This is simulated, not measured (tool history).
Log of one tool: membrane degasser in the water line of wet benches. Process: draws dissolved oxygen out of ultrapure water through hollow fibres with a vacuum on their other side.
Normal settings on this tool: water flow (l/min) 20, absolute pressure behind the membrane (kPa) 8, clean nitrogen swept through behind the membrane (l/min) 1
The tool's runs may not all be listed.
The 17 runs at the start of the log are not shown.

run	hour	water flow (l/min)	absolute pressure behind the membrane (kPa)	clean nitrogen swept through behind the membrane (l/min)	hours since the membrane was changed	hours since the vacuum gauge was calibrated	hours since the vacuum lines were made tight	dissolved oxygen in the water behind the degasser (ppb)	pressure that the water loses in the fibres (kPa)
18	905.5	20	7.24	1	1690	3088	1795	298.2	65.53
19	958.6	25	7.24	0.55	1743	3141	1848	494	81.75
20	1007.6	25	7.24	0.55	1792	3190	1897	502.9	81.78
21	1064.4	16	18.4	1.78	1849	3247	1954	401.9	52.3
22	1098.9	14	8.22	1.15	1883	3281	1989	216.3	45.41
23	1137.3	19	7.59	1.76	1921	3319	2027	224.7	62.39
24	1183.2	21	7.59	0.95	1967	3365	2073	339.2	69.06
25	1225.3	21	7.59	0.95	2009	3407	2115	340.1	68.71
26	1288.2	21	7.59	0.95	2072	3470	2178	344.3	69.17
27	1343.1	21	7.59	0.95	2127	3525	2233	342.9	68.99
28	1405.1	25	8	1	2189	3587	2295	407.4	82.21
29	1442	14	10.02	1.73	2226	3624	2332	206	45.86
30	1471.5	14	10.02	1.73	2256	3654	2361	207.3	45.88
31	1521.6	27	6.89	0.85	2306	3704	2411	410.2	88.47

Here are 4 independent what-if runs from the current tool condition. What would each one return?
A	1585.9	12	17.77	1.04	2370	3768	2476	?	?
B	1585.9	27	6.89	1.02	2370	3768	2476	?	?
C	1585.9	13	8	0.66	2370	3768	2476	?	?
D	1585.9	27	6.89	0.46	2370	3768	2476	?	?

run	dissolved oxygen in the water behind the degasser (ppb)	pressure that the water loses in the fibres (kPa)
A	440.9	39.67
B	380	88.77
C	282.7	42.68
D	559.3	88.22
Stripped of hidden state, with their random variation kept, the same runs would have yielded:
run	dissolved oxygen in the water behind the degasser (ppb)	pressure that the water loses in the fibres (kPa)
A	427.5	39.07
B	362.7	87.42
C	270.2	42.04
D	538.1	86.87
